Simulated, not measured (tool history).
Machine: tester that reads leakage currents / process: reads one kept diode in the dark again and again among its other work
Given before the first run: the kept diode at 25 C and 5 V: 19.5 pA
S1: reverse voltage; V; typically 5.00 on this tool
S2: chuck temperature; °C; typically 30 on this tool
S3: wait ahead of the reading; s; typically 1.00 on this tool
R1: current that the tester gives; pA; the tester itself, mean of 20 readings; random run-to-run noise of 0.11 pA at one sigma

run,hour,S1,S2,S3,R1
1,0.0,5.00,30,1.00,32.17
2,47.6,5.00,30,3.97,30.67
3,98.8,7.49,30,1.00,37.87
4,138.7,7.49,30,1.00,38.10
5,177.1,5.00,30,1.00,32.01
6,205.2,5.00,30,1.00,31.98
7,248.5,5.00,30,1.00,32.07
8,299.1,5.00,30,1.00,32.03
9,327.8,5.00,21,1.00,15.43
10,367.0,8.45,30,1.00,40.10
11,397.5,8.45,30,1.00,39.88
12,431.8,8.87,33,9.39,48.78
13,482.7,8.87,37,2.35,69.72
14,518.1,2.33,27,1.08,18.15
15,566.7,4.89,27,1.08,24.81
16,599.3,5.00,24,5.41,18.20
17,637.4,1.27,52,3.03,112.24
18,683.3,1.27,52,3.03,112.75
19,705.1,5.00,30,1.57,31.46

Predict each of these 4 candidate next runs independently; none follows another, all start after run 19:
A,735.7,17.88,32,2.23,?
B,735.7,10.55,41,0.68,?
C,735.7,12.49,30,1.00,?
D,735.7,5.00,24,1.00,?

run,R1
A,61.14
B,106.54
C,47.70
D,19.75
Without the tool's unlogged condition, the same runs would have read:
run,R1
A,61.22
B,109.41
C,47.88
D,19.89
